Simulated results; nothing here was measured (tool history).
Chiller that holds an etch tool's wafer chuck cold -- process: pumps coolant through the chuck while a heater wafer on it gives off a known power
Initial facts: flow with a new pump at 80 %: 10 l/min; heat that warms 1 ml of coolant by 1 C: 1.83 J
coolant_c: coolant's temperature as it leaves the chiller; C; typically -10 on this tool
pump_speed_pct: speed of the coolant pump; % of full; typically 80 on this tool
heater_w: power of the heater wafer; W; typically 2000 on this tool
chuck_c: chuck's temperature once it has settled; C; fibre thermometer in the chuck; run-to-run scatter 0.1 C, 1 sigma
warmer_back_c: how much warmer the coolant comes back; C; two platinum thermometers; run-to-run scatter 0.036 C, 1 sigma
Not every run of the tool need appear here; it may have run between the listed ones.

run,hour,coolant_c,pump_speed_pct,heater_w,chuck_c,warmer_back_c
1,0.0,-10,80,2000,4.6,6.51
2,34.9,-10,80,2000,4.7,6.54
3,68.1,-10,80,2000,4.6,6.55
4,116.1,-10,80,2000,4.7,6.59
5,153.8,-10,80,2000,4.7,6.58
6,191.7,-10,80,2000,4.7,6.58
7,229.1,-10,80,2000,4.7,6.61
8,260.7,-10,80,2000,4.7,6.61
9,290.8,-10,72,1422,1.7,5.20
10,328.9,-10,72,1422,1.5,5.26
11,353.5,-10,80,2632,9.4,8.67
12,393.3,-10,80,2632,9.3,8.68
13,436.1,-11,60,1095,-0.6,4.85
14,488.6,-9,63,1400,3.7,5.97
15,531.8,-10,65,2186,9.3,8.91

What if the next run were any one of these 3? Each begins from the tool's condition after run 15:
A,558.6,-11,80,2000,?,?
B,558.6,-3,66,2186,?,?
C,558.6,-18,80,2158,?,?

run,chuck_c,warmer_back_c
A,3.8,6.52
B,16.1,8.77
C,-2.2,7.03
Had the tool no hidden state, the same runs would have come out as:
run,chuck_c,warmer_back_c
A,3.7,6.52
B,16.0,8.77
C,-2.3,7.03
